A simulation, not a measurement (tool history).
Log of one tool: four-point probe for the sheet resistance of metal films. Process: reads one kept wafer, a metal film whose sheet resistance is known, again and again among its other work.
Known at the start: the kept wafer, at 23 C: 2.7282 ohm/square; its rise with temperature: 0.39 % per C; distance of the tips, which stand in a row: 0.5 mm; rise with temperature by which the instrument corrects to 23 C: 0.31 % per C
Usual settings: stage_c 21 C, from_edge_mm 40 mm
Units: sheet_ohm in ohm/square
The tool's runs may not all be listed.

run   hour  stage_c  from_edge_mm  sheet_ohm
  1    0.0       21            40   2.728462
  2   15.6       21            40   2.728892
  3   31.2       21            40   2.727749
  4   50.7       20            40   2.726057
  5   70.9       20            40   2.725980
  6   85.2       19            40   2.723714
  7   96.6       21             8   2.734292
  8  112.2       21             8   2.733942
     114.2  -- stage's thermometer calibrated
  9  126.9       21             8   2.733638
 10  144.0       21            40   2.728411
 11  162.4       21            40   2.728846
 12  174.3       21            40   2.728866
 13  188.7       21            40   2.728856
 14  197.5       21            40   2.728014
 15  206.2       22            21   2.730656
 16  219.4       18             3   2.761098
     233.0  -- stage's thermometer calibrated, once more
 17  239.8       31             7   2.755694
 18  255.4       32            43   2.750044
 19  267.0       32            43   2.750219
 20  275.8       24            40   2.733165
 21  296.0       24             8   2.738362
 22  307.3       18             5   2.735498
 23  326.4       19             8   2.728203
 24  342.0       19             8   2.726927
 25  352.5       19             5   2.736685

Forecast each of these 4 alternatives for the next run:
  A  369.4       34            20          ?
  B  369.4       25             6          ?
  C  369.4       20            56          ?
  D  369.4       33            40          ?

run  sheet_ohm
  A   2.755154
  B   2.745199
  C   2.725230
  D   2.752325
Without the tool's hidden state the same runs would have given:
run  sheet_ohm
  A   2.753075
  B   2.743124
  C   2.723167
  D   2.750248

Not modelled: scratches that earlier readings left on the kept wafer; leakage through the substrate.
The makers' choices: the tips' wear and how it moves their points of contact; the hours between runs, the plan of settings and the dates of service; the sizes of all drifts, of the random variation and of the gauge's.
